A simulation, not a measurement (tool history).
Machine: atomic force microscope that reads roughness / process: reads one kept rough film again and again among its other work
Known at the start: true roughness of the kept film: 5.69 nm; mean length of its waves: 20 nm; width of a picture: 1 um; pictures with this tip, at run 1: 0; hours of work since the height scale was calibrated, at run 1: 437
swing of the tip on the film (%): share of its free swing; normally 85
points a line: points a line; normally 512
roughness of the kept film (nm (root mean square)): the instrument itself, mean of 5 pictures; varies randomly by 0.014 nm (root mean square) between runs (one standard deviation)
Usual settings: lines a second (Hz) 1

run   hour  lines a second (Hz)  swing of the tip on the film (%)  points a line  pictures with this tip  hours of work since the height scale was calibrated  roughness of the kept film (nm (root mean square))
  1      0                    1                                85            512                       0                                                  437                                               3.343
  2   30.8                    1                                85            512                      63                                                  458                                               2.635
  3   57.6                    1                                63            512                     118                                                  475                                               2.271
  4   75.8                    1                                63            512                     155                                                  487                                                2.06
  5   98.6                    1                                63            512                     201                                                  502                                               1.855
  6  121.8                    1                                63            964                     249                                                  517                                               1.685
     127.1  -- new tip fitted
  7  141.1                    1                                63            964                      28                                                  529                                               3.148
  8  155.8                 1.03                                85            512                      58                                                  539                                               2.635
  9  185.6                    1                                57            512                     119                                                  559                                               2.353
 10  210.8                    1                                57            512                     170                                                  575                                               2.023
 11  227.5                    1                                85            512                     205                                                  586                                               1.776
 12    245                    1                                85            512                     240                                                  598                                               1.663
       254  -- new tip fitted
 13  269.2                    1                                85            512                      32                                                  613                                               2.914
 14  297.3                    1                                86            512                      89                                                  631                                               2.407
 15  322.5                    1                                71            512                     140                                                  648                                                2.17
 16  349.3                 1.32                                89            423                     195                                                  666                                               1.755

For run 17, what comes out?
 17  367.3                  0.8                                74            423                     232                                                  677                                                   ?

{"run 17": {"roughness of the kept film (nm (root mean square))": 1.726}}
Without the tool's hidden state the same run would have given roughness of the kept film (nm (root mean square)) 3.46.

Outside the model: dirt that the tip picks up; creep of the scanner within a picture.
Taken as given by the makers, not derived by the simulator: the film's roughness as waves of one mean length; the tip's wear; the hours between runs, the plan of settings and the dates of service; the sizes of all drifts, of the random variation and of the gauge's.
